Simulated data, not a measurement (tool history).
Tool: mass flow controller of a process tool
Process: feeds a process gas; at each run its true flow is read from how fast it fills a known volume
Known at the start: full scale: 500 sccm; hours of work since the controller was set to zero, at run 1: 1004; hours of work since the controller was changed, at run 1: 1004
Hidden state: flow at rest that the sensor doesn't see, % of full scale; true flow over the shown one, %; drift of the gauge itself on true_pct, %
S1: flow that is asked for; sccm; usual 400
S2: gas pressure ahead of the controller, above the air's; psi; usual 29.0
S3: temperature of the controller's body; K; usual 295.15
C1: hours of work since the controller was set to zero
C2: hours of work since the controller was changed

{"run": 1, "hour": 0.0, "S1": 400, "S2": 29.0, "S3": 295.15, "C1": 1004, "C2": 1004, "true flow (%)": 99.53}
{"run": 2, "hour": 84.0, "S1": 207, "S2": 29.0, "S3": 295.15, "C1": 1052, "C2": 1052, "true flow (%)": 99.31}
{"run": 3, "hour": 169.3, "S1": 207, "S2": 29.0, "S3": 295.15, "C1": 1101, "C2": 1101, "true flow (%)": 99.22}
{"run": 4, "hour": 270.7, "S1": 207, "S2": 29.0, "S3": 295.15, "C1": 1160, "C2": 1160, "true flow (%)": 99.22}
{"run": 5, "hour": 363.5, "S1": 207, "S2": 29.0, "S3": 295.15, "C1": 1213, "C2": 1213, "true flow (%)": 99.23}
{"run": 6, "hour": 465.3, "S1": 207, "S2": 29.0, "S3": 295.15, "C1": 1272, "C2": 1272, "true flow (%)": 99.32}
{"run": 7, "hour": 545.6, "S1": 207, "S2": 29.0, "S3": 295.15, "C1": 1319, "C2": 1319, "true flow (%)": 99.17}
{"run": 8, "hour": 614.0, "S1": 207, "S2": 29.0, "S3": 295.15, "C1": 1358, "C2": 1358, "true flow (%)": 99.21}
{"run": 9, "hour": 705.2, "S1": 400, "S2": 29.0, "S3": 295.15, "C1": 1411, "C2": 1411, "true flow (%)": 99.43}
{"run": 10, "hour": 757.7, "S1": 400, "S2": 29.0, "S3": 295.15, "C1": 1441, "C2": 1441, "true flow (%)": 99.47}
{"run": 11, "hour": 804.3, "S1": 400, "S2": 29.0, "S3": 295.15, "C1": 1468, "C2": 1468, "true flow (%)": 99.55}
{"run": 12, "hour": 865.7, "S1": 400, "S2": 29.0, "S3": 295.15, "C1": 1503, "C2": 1503, "true flow (%)": 99.49}
{"run": 13, "hour": 961.6, "S1": 400, "S2": 29.0, "S3": 295.15, "C1": 1559, "C2": 1559, "true flow (%)": 99.47}
{"run": 14, "hour": 1013.2, "S1": 400, "S2": 29.0, "S3": 295.15, "C1": 1589, "C2": 1589, "true flow (%)": 99.45}
{"run": 15, "hour": 1101.3, "S1": 400, "S2": 29.0, "S3": 295.15, "C1": 1639, "C2": 1639, "true flow (%)": 99.52}
{"run": 16, "hour": 1183.7, "S1": 269, "S2": 27.4, "S3": 295.15, "C1": 1687, "C2": 1687, "true flow (%)": 99.29}
{"run": 17, "hour": 1285.6, "S1": 495, "S2": 38.6, "S3": 308.15, "C1": 1746, "C2": 1746, "true flow (%)": 101.42}
{"run": 18, "hour": 1335.7, "S1": 495, "S2": 38.6, "S3": 308.15, "C1": 1775, "C2": 1775, "true flow (%)": 101.61}
{"run": 19, "hour": 1416.0, "S1": 495, "S2": 38.6, "S3": 308.15, "C1": 1821, "C2": 1821, "true flow (%)": 101.47}
{"run": 20, "hour": 1471.3, "S1": 104, "S2": 38.6, "S3": 308.15, "C1": 1853, "C2": 1853, "true flow (%)": 100.9}
{"run": 21, "hour": 1555.5, "S1": 104, "S2": 38.6, "S3": 308.15, "C1": 1902, "C2": 1902, "true flow (%)": 100.8}
{"run": 22, "hour": 1651.4, "S1": 400, "S2": 30.7, "S3": 295.15, "C1": 1957, "C2": 1957, "true flow (%)": 99.61}
{"run": 23, "hour": 1735.4, "S1": 197, "S2": 36.1, "S3": 308.15, "C1": 2006, "C2": 2006, "true flow (%)": 100.94}
{"run": 24, "hour": 1799.9, "S1": 400, "S2": 31.2, "S3": 298.15, "C1": 2043, "C2": 2043, "true flow (%)": 99.91}
{"run": 25, "hour": 1866.5, "S1": 400, "S2": 31.2, "S3": 298.15, "C1": 2081, "C2": 2081, "true flow (%)": 99.88}
{"run": 26, "hour": 1963.0, "S1": 114, "S2": 33.2, "S3": 298.15, "C1": 2137, "C2": 2137, "true flow (%)": 99.57}
{"run": 27, "hour": 2066.8, "S1": 114, "S2": 33.2, "S3": 298.15, "C1": 2197, "C2": 2197, "true flow (%)": 99.77}
{"run": 28, "hour": 2131.9, "S1": 400, "S2": 35.5, "S3": 295.15, "C1": 2234, "C2": 2234, "true flow (%)": 99.83}

The next listed run, before its measurement:
{"run": 29, "hour": 2195.2, "S1": 400, "S2": 29.9, "S3": 295.15, "C1": 2271, "C2": 2271, "true flow (%)": "?"}

true flow (%): 99.55
Without the tool's hidden state the same run would have given true flow (%) 99.55.
